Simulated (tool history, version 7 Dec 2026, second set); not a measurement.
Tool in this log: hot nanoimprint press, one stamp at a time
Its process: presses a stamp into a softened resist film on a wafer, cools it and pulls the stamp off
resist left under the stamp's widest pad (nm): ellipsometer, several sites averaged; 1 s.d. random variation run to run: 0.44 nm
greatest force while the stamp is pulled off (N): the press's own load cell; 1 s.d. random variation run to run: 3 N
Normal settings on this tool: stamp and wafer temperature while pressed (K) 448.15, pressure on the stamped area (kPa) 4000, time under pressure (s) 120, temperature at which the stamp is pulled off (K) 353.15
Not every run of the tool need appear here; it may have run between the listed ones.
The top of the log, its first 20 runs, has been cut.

run   hour  stamp and wafer temperature while pressed (K)  pressure on the stamped area (kPa)  time under pressure (s)  temperature at which the stamp is pulled off (K)  resist left under the stamp's widest pad (nm)  greatest force while the stamp is pulled off (N)
 21  160.7                                         459.15                                5720                       94                                            347.15                                           62.8                                               276
     167.9  -- plate thermocouple calibrated, once more
 22  173.5                                         459.15                                5720                       94                                            347.15                                           58.4                                               267
 23  179.6                                         448.15                                4000                      151                                            353.15                                           84.0                                               248
 24  187.5                                         448.15                                4000                      151                                            353.15                                           83.5                                               250
 25  193.0                                         445.15                                4000                      120                                            359.15                                          100.9                                               230
 26  198.9                                         444.15                                2430                      199                                            353.15                                          109.7                                               252
 27  208.3                                         448.15                                2810                       65                                            340.15                                          130.0                                               299
 28  216.6                                         446.15                                2810                      110                                            356.15                                          117.0                                               246
 29  226.6                                         446.15                                2810                      110                                            356.15                                          117.6                                               248
 30  236.4                                         448.15                                6130                       63                                            353.15                                           93.2                                               261

Forecast each of these 3 alternatives for the next run:
  A  240.7                                         448.15                                3350                       65                                            350.15                                              ?                                                 ?
  B  240.7                                         448.15                                6130                       63                                            344.15                                              ?                                                 ?
  C  240.7                                         448.15                                6130                       87                                            353.15                                              ?                                                 ?

run  resist left under the stamp's widest pad (nm)  greatest force while the stamp is pulled off (N)
  A                                          120.9                                               278
  B                                           93.5                                               298
  C                                           82.6                                               272
Had the tool no hidden state, the same runs would have come out as:
run  resist left under the stamp's widest pad (nm)  greatest force while the stamp is pulled off (N)
  A                                          119.1                                               232
  B                                           91.6                                               249
  C                                           80.8                                               227

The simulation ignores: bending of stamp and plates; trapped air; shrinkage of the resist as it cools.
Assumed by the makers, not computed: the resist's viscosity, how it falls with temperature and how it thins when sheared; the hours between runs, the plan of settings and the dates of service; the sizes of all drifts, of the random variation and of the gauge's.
